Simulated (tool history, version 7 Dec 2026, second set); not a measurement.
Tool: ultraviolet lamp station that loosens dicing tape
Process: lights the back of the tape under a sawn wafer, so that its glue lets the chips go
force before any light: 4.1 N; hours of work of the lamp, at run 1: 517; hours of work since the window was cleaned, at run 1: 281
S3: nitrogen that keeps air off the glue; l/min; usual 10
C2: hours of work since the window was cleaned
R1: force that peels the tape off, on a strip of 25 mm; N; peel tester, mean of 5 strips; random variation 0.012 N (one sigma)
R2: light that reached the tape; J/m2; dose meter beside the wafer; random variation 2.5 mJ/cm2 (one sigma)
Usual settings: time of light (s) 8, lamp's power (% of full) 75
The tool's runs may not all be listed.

run 1 day=0 | time_of_light_(s)=8 lamp's_power_(%_of_full)=75 S3=10 | hours_of_work_of_the_lamp=517 C2=281 | R1=0.944 R2=1960
run 2 day=1.767 | time_of_light_(s)=8 lamp's_power_(%_of_full)=75 S3=10 | hours_of_work_of_the_lamp=550 C2=314 | R1=0.995 R2=1910
run 3 day=2.983 | time_of_light_(s)=8 lamp's_power_(%_of_full)=75 S3=10 | hours_of_work_of_the_lamp=573 C2=337 | R1=1.022 R2=1830
run 4 day=5.1 | time_of_light_(s)=12 lamp's_power_(%_of_full)=75 S3=10 | hours_of_work_of_the_lamp=613 C2=377 | R1=0.624 R2=2670
run 5 day=6.558 | time_of_light_(s)=12 lamp's_power_(%_of_full)=75 S3=10 | hours_of_work_of_the_lamp=640 C2=404 | R1=0.687 R2=2590
run 6 day=8.675 | time_of_light_(s)=14 lamp's_power_(%_of_full)=75 S3=10 | hours_of_work_of_the_lamp=680 C2=444 | R1=0.585 R2=2900
-- day=9.725 lamp changed
run 7 day=9.775 | time_of_light_(s)=10 lamp's_power_(%_of_full)=75 S3=10 | hours_of_work_of_the_lamp=1 C2=464 | R1=0.471 R2=3310
run 8 day=11.592 | time_of_light_(s)=11 lamp's_power_(%_of_full)=75 S3=4 | hours_of_work_of_the_lamp=35 C2=498 | R1=0.619 R2=3540
-- day=12.412 window cleaned of glue's vapour
run 9 day=12.488 | time_of_light_(s)=6 lamp's_power_(%_of_full)=84 S3=10 | hours_of_work_of_the_lamp=52 C2=1 | R1=0.702 R2=2420
run 10 day=14.042 | time_of_light_(s)=7 lamp's_power_(%_of_full)=84 S3=13 | hours_of_work_of_the_lamp=81 C2=31 | R1=0.55 R2=2760
run 11 day=15.642 | time_of_light_(s)=8 lamp's_power_(%_of_full)=73 S3=12 | hours_of_work_of_the_lamp=111 C2=61 | R1=0.571 R2=2720
run 12 day=17.675 | time_of_light_(s)=8 lamp's_power_(%_of_full)=73 S3=12 | hours_of_work_of_the_lamp=149 C2=99 | R1=0.627 R2=2610
run 13 day=19.529 | time_of_light_(s)=8 lamp's_power_(%_of_full)=90 S3=11 | hours_of_work_of_the_lamp=184 C2=134 | R1=0.474 R2=3150
run 14 day=21.071 | time_of_light_(s)=7 lamp's_power_(%_of_full)=98 S3=10 | hours_of_work_of_the_lamp=213 C2=163 | R1=0.576 R2=2940

Hidden state or all else? Some run-to-run changes of R1, split into what the settings, what came in and random variation would give without the hidden state, and what is left for the hidden state (with any gauge scatter that isn't in both results):
The hidden state here: lamp's light, % of a new lamp's; light that the window lets through, % of a clean one's; drift of the gauge itself on peel_n, %; drift of the gauge itself on dose_mj_cm2, %.
Run 3 -> 4: time of light (s) 8 -> 12. R1 -0.398 N: hidden state -0.179, all else -0.219.
Run 6 -> 7: time of light (s) 14 -> 10, lamp changed. R1 -0.114 N: hidden state -0.22, all else +0.106.
